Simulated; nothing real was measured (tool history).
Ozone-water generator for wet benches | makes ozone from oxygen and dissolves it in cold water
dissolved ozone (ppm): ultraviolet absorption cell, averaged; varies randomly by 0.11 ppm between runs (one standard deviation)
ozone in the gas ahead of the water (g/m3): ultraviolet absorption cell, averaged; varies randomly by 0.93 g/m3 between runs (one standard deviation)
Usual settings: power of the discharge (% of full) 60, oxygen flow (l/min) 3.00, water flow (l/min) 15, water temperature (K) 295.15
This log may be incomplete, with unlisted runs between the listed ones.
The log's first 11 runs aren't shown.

run	hour	power of the discharge (% of full)	oxygen flow (l/min)	water flow (l/min)	water temperature (K)	hours of work since the electrodes were changed	hours of work since the contactor was cleaned	hours of work since the thermometer was calibrated	dissolved ozone (ppm)	ozone in the gas ahead of the water (g/m3)
12	314.7	60	3.00	15	295.15	1127	1986	2606	15.2	156.9
13	333.9	60	5.30	15	295.15	1144	2003	2624	17.2	133.0
14	361.1	60	3.00	15	291.15	1168	2028	2648	16.1	154.4
15	390.3	60	3.00	15	291.15	1195	2054	2674	16.1	158.2
16	426.6	60	3.00	15	291.15	1227	2086	2707	16.0	157.2
17	457.2	60	3.00	15	295.15	1255	2114	2735	15.3	157.0
18	485.8	74	1.50	13	293.15	1280	2140	2760	15.3	217.7
19	509.7	74	1.50	13	293.15	1302	2161	2782	15.1	215.9
20	526.6	74	1.50	13	293.15	1317	2176	2797	15.3	216.0
21	554.1	74	1.50	13	293.15	1342	2201	2822	15.4	216.0
22	586.1	46	3.00	16	295.15	1371	2230	2850	12.7	136.9
23	610.5	46	3.00	16	295.15	1392	2252	2872	12.6	135.8
24	648.2	46	3.62	16	300.15	1426	2286	2906	12.4	128.2
25	676.3	54	3.00	15	301.15	1452	2311	2931	13.2	148.0
26	702.4	54	3.00	15	301.15	1475	2334	2955	13.5	148.0
27	741.3	54	2.03	15	288.15	1510	2369	2990	13.4	164.9
28	760.7	60	4.96	15	288.15	1527	2387	3007	19.2	134.6
29	789.9	60	2.68	15	291.15	1554	2413	3033	15.4	162.9
30	809.0	60	4.79	12	291.15	1571	2430	3051	20.8	137.1
31	830.2	60	3.00	17	295.15	1590	2449	3070	13.8	156.4
32	870.0	60	3.00	17	295.15	1626	2485	3105	13.9	155.8
33	909.8	60	3.00	17	295.15	1661	2521	3141	13.8	157.2

Alternative continuations, all from the tool just after run 33; predict every row:
A	947.2	87	3.00	17	293.15	1695	2554	3175	?	?
B	947.2	91	4.24	15	295.15	1695	2554	3175	?	?
C	947.2	64	3.00	17	295.15	1695	2554	3175	?	?

run	dissolved ozone (ppm)	ozone in the gas ahead of the water (g/m3)
A	17.2	191.9
B	20.8	177.7
C	14.4	162.8
With no hidden state in the tool, these same runs would have given:
run	dissolved ozone (ppm)	ozone in the gas ahead of the water (g/m3)
A	17.2	192.1
B	20.8	177.8
C	14.4	162.9

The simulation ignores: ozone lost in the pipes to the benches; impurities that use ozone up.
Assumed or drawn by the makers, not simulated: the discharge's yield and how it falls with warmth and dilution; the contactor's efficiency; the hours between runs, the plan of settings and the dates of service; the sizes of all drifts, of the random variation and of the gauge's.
